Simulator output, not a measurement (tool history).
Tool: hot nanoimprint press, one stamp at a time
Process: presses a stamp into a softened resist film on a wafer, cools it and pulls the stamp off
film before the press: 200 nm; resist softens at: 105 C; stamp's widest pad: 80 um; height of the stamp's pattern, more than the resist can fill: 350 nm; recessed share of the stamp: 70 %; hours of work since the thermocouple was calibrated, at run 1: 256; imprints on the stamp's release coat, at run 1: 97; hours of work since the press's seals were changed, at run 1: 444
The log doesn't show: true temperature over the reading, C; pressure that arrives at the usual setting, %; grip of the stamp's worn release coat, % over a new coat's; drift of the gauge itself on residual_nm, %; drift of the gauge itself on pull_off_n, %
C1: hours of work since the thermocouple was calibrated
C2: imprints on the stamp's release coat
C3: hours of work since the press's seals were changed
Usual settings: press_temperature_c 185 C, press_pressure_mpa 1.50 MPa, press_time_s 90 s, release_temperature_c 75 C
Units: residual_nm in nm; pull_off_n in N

run 1 hour=0.0 | press_temperature_c=185 press_pressure_mpa=1.50 press_time_s=90 release_temperature_c=75 | C1=256 C2=97 C3=444 | residual_nm=93.5 pull_off_n=174
run 2 hour=44.3 | press_temperature_c=185 press_pressure_mpa=1.35 press_time_s=90 release_temperature_c=75 | C1=275 C2=162 C3=463 | residual_nm=98.9 pull_off_n=175
run 3 hour=82.5 | press_temperature_c=185 press_pressure_mpa=1.35 press_time_s=90 release_temperature_c=75 | C1=290 C2=219 C3=478 | residual_nm=97.7 pull_off_n=177
run 4 hour=123.1 | press_temperature_c=185 press_pressure_mpa=0.96 press_time_s=90 release_temperature_c=75 | C1=307 C2=279 C3=495 | residual_nm=117.4 pull_off_n=180
run 5 hour=176.7 | press_temperature_c=185 press_pressure_mpa=0.96 press_time_s=90 release_temperature_c=75 | C1=329 C2=359 C3=517 | residual_nm=116.3 pull_off_n=176
run 6 hour=211.5 | press_temperature_c=185 press_pressure_mpa=0.96 press_time_s=90 release_temperature_c=75 | C1=343 C2=410 C3=531 | residual_nm=116.8 pull_off_n=179
run 7 hour=234.7 | press_temperature_c=185 press_pressure_mpa=1.50 press_time_s=90 release_temperature_c=75 | C1=353 C2=445 C3=541 | residual_nm=92.6 pull_off_n=180
run 8 hour=275.7 | press_temperature_c=185 press_pressure_mpa=1.50 press_time_s=90 release_temperature_c=81 | C1=370 C2=505 C3=558 | residual_nm=93.0 pull_off_n=151
-- hour=286.6 stamp cleaned and given a new release coat
run 9 hour=333.9 | press_temperature_c=185 press_pressure_mpa=1.50 press_time_s=90 release_temperature_c=81 | C1=391 C2=70 C3=579 | residual_nm=92.4 pull_off_n=156
-- hour=355.7 plate thermocouple calibrated
run 10 hour=386.4 | press_temperature_c=185 press_pressure_mpa=1.50 press_time_s=90 release_temperature_c=75 | C1=13 C2=143 C3=599 | residual_nm=91.6 pull_off_n=176
-- hour=436.9 press's hydraulic seals changed and the load cell set to zero
run 11 hour=445.9 | press_temperature_c=185 press_pressure_mpa=1.50 press_time_s=90 release_temperature_c=75 | C1=34 C2=219 C3=4 | residual_nm=92.0 pull_off_n=174
run 12 hour=475.0 | press_temperature_c=185 press_pressure_mpa=1.50 press_time_s=90 release_temperature_c=75 | C1=46 C2=263 C3=16 | residual_nm=94.2 pull_off_n=178
run 13 hour=505.7 | press_temperature_c=185 press_pressure_mpa=1.50 press_time_s=90 release_temperature_c=75 | C1=58 C2=308 C3=28 | residual_nm=92.9 pull_off_n=179
run 14 hour=548.9 | press_temperature_c=185 press_pressure_mpa=1.50 press_time_s=90 release_temperature_c=75 | C1=76 C2=372 C3=46 | residual_nm=93.7 pull_off_n=177
run 15 hour=600.8 | press_temperature_c=185 press_pressure_mpa=1.50 press_time_s=90 release_temperature_c=75 | C1=97 C2=449 C3=67 | residual_nm=92.6 pull_off_n=177
run 16 hour=633.4 | press_temperature_c=191 press_pressure_mpa=1.50 press_time_s=90 release_temperature_c=72 | C1=111 C2=497 C3=81 | residual_nm=75.1 pull_off_n=188
-- hour=646.4 stamp cleaned and given a new release coat
run 17 hour=685.5 | press_temperature_c=191 press_pressure_mpa=1.50 press_time_s=90 release_temperature_c=72 | C1=130 C2=58 C3=100 | residual_nm=72.3 pull_off_n=192
run 18 hour=731.9 | press_temperature_c=193 press_pressure_mpa=1.50 press_time_s=90 release_temperature_c=72 | C1=149 C2=126 C3=119 | residual_nm=68.0 pull_off_n=186
run 19 hour=760.2 | press_temperature_c=185 press_pressure_mpa=1.48 press_time_s=90 release_temperature_c=70 | C1=160 C2=168 C3=130 | residual_nm=92.8 pull_off_n=193
run 20 hour=808.5 | press_temperature_c=192 press_pressure_mpa=1.12 press_time_s=133 release_temperature_c=71 | C1=180 C2=240 C3=150 | residual_nm=74.3 pull_off_n=192
run 21 hour=852.2 | press_temperature_c=192 press_pressure_mpa=1.12 press_time_s=133 release_temperature_c=71 | C1=198 C2=305 C3=168 | residual_nm=72.7 pull_off_n=194
run 22 hour=882.9 | press_temperature_c=185 press_pressure_mpa=1.50 press_time_s=66 release_temperature_c=75 | C1=211 C2=350 C3=181 | residual_nm=101.4 pull_off_n=177
run 23 hour=937.1 | press_temperature_c=188 press_pressure_mpa=0.91 press_time_s=90 release_temperature_c=65 | C1=233 C2=430 C3=203 | residual_nm=108.3 pull_off_n=218
run 24 hour=960.4 | press_temperature_c=195 press_pressure_mpa=1.05 press_time_s=110 release_temperature_c=64 | C1=243 C2=465 C3=213 | residual_nm=71.9 pull_off_n=222
-- hour=995.5 stamp cleaned and given a new release coat
run 25 hour=997.4 | press_temperature_c=195 press_pressure_mpa=1.05 press_time_s=110 release_temperature_c=64 | C1=256 C2=3 C3=225 | residual_nm=72.0 pull_off_n=213
run 26 hour=1033.8 | press_temperature_c=185 press_pressure_mpa=0.92 press_time_s=90 release_temperature_c=83 | C1=270 C2=57 C3=240 | residual_nm=117.3 pull_off_n=149
run 27 hour=1086.3 | press_temperature_c=191 press_pressure_mpa=1.50 press_time_s=90 release_temperature_c=66 | C1=292 C2=135 C3=262 | residual_nm=74.6 pull_off_n=215
run 28 hour=1108.3 | press_temperature_c=191 press_pressure_mpa=1.50 press_time_s=90 release_temperature_c=66 | C1=301 C2=167 C3=271 | residual_nm=73.9 pull_off_n=210
run 29 hour=1135.3 | press_temperature_c=192 press_pressure_mpa=1.50 press_time_s=90 release_temperature_c=68 | C1=312 C2=207 C3=282 | residual_nm=71.1 pull_off_n=205

Forecast each of these 3 alternatives for the next run:
run A hour=1172.2 | press_temperature_c=185 press_pressure_mpa=1.20 press_time_s=113 release_temperature_c=62 | C1=327 C2=262 C3=297 | residual_nm=? pull_off_n=?
run B hour=1172.2 | press_temperature_c=192 press_pressure_mpa=1.07 press_time_s=90 release_temperature_c=66 | C1=327 C2=262 C3=297 | residual_nm=? pull_off_n=?
run C hour=1172.2 | press_temperature_c=192 press_pressure_mpa=1.50 press_time_s=58 release_temperature_c=68 | C1=327 C2=262 C3=297 | residual_nm=? pull_off_n=?

run=A residual_nm=97.4 pull_off_n=228
run=B residual_nm=86.3 pull_off_n=214
run=C residual_nm=83.5 pull_off_n=207
Without the tool's hidden state the same runs would have given:
run=A residual_nm=97.2 pull_off_n=228
run=B residual_nm=86.1 pull_off_n=214
run=C residual_nm=83.3 pull_off_n=206
